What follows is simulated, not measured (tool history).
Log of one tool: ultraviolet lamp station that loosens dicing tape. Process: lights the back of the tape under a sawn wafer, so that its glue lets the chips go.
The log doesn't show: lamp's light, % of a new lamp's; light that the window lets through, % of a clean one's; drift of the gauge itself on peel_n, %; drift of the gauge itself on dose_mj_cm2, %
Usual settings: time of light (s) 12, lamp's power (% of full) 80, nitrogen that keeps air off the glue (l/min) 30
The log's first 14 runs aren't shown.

run   hour  time of light (s)  lamp's power (% of full)  nitrogen that keeps air off the glue (l/min)  hours of work of the lamp  hours of work since the window was cleaned  force that peels the tape off (N)  light that reached the tape (mJ/cm²)
 15  583.7                 16                        80                                            30                         58                                         206                              0.256                                   601
 16  626.2                 13                        80                                            30                         85                                         233                              0.427                                   486
 17  662.2                 13                        80                                            30                        107                                         255                              0.458                                   472
 18  706.8                 12                        80                                            30                        135                                         284                              0.563                                   438
 19  758.6                 12                        74                                            30                        168                                         316                              0.737                                   394
 20  788.3                 12                        74                                            30                        187                                         335                              0.745                                   398
 21    818                 12                        74                                            30                        206                                         354                               0.74                                   390
 22  881.2                 12                        74                                            30                        245                                         393                              0.799                                   382
     899.5  -- window cleaned of glue's vapour
 23  935.4                 12                        74                                            30                        279                                          23                              0.723                                   405

Forecast run 24:
 24  975.7                 13                        62                                            13                        305                                          48                                  ?                                     ?

Run 24 gave force that peels the tape off (N) 1.841, light that reached the tape (mJ/cm²) 364.
Without the tool's hidden state the same run would have given force that peels the tape off (N) 1.526, light that reached the tape (mJ/cm²) 404.

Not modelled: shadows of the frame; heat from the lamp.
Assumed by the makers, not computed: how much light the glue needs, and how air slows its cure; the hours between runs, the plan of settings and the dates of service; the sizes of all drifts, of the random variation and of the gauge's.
